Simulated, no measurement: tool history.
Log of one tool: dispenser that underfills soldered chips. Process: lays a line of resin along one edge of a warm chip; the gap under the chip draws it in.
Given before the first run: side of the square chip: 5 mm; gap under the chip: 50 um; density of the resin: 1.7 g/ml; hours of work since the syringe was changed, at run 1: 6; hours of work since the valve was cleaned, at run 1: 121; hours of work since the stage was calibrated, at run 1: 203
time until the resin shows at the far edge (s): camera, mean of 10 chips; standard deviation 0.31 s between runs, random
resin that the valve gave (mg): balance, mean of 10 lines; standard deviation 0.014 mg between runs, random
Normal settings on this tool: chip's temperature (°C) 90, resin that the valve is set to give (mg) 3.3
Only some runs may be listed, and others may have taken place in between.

run	day	chip's temperature (°C)	resin that the valve is set to give (mg)	hours of work since the syringe was changed	hours of work since the valve was cleaned	hours of work since the stage was calibrated	time until the resin shows at the far edge (s)	resin that the valve gave (mg)
1	0	90	3.3	6	121	203	9.1	3.11
# day 0.133: dispensing valve cleaned and set on the balance
# day 0.279: new syringe of resin
2	0.408	101	3.3	2	5	210	4.7	3.3
3	0.612	101	3.3	6	9	213	5.6	3.29
# day 0.838: new syringe of resin
4	0.896	101	3.3	1	14	219	3.8	3.27
5	1.05	101	3.3	4	17	221	4.9	3.26
# day 1.392: new syringe of resin
6	1.392	101	3.3	0	23	228	3.5	3.26
7	1.658	101	3.3	5	28	233	5.6	3.28
8	1.875	101	3.3	9	32	237	7.9	3.29
# day 1.95: new syringe of resin
9	2.129	90	3.3	3	37	242	7.9	3.24
10	2.338	75	3.3	7	41	245	20.2	3.21
# day 2.508: new syringe of resin
11	2.662	75	3.3	3	47	251	14.1	3.23
12	2.825	90	3.31	6	50	254	8.9	3.26
# day 3.054: new syringe of resin
13	3.096	90	3.31	1	55	259	5.8	3.26
14	3.412	90	3.31	7	61	265	9.6	3.23
# day 3.608: new syringe of resin
15	3.65	90	3.76	1	65	270	5.4	3.64
16	3.938	90	3.3	6	71	275	9.8	3.2
17	4.083	90	3.3	9	73	278	11.6	3.22
# day 4.15: new syringe of resin
18	4.354	90	3.3	4	78	283	7.6	3.21
19	4.667	105	3.98	10	84	289	6.5	3.86
# day 4.7: new syringe of resin
20	4.962	83	3.26	5	90	294	11.4	3.14
21	5.192	103	3.46	9	94	298	7	3.31
# day 5.25: new syringe of resin
22	5.446	84	3.35	4	99	303	10.6	3.23
# day 5.792: new syringe of resin
23	5.792	96	4.16	0	105	309	4.1	4.01
24	6.075	94	3.98	5	110	315	7.9	3.82
25	6.25	94	3.98	9	114	318	9.2	3.78
# day 6.358: new syringe of resin
26	6.621	76	2.84	5	120	325	17.2	2.72
# day 6.788: dispensing valve cleaned and set on the balance
27	6.879	76	2.84	9	2	329	23.5	2.83
# day 6.942: new syringe of resin
28	7.05	88	3.09	2	5	332	6.9	3.08
29	7.358	77	3.3	8	11	338	19.8	3.29
# day 7.496: new syringe of resin
30	7.688	103	3.4	4	17	344	4.4	3.41
31	7.975	103	3.4	9	22	349	6.5	3.4
# day 8.05: new syringe of resin
32	8.25	82	2.87	4	27	354	11.8	2.86
33	8.408	82	3.36	7	30	357	14.3	3.32
# day 8.592: new syringe of resin
34	8.738	87	3.73	3	36	363	8.2	3.69
35	8.908	85	3.95	6	39	367	11.8	3.89

Each row is a separate what-if for the run after 35, all from the same tool condition, not one after another. Results?
# day 9.15: new syringe of resin
A	9.154	83	3.01	0	44	371	?	?
# day 9.15: new syringe of resin
B	9.154	81	2.97	0	44	371	?	?
# day 9.15: new syringe of resin
C	9.154	94	3.07	0	44	371	?	?
# day 9.15: new syringe of resin
D	9.154	75	3.13	0	44	371	?	?
# day 9.15: new syringe of resin
E	9.154	87	3.61	0	44	371	?	?

run	time until the resin shows at the far edge (s)	resin that the valve gave (mg)
A	8.4	2.94
B	9	2.91
C	5	3.03
D	11.2	3.06
E	6.6	3.54
With the hidden condition removed and each run's random variation left untouched, the same runs would have given:
run	time until the resin shows at the far edge (s)	resin that the valve gave (mg)
A	8.5	2.99
B	9.1	2.96
C	5	3.08
D	11.4	3.11
E	6.7	3.6
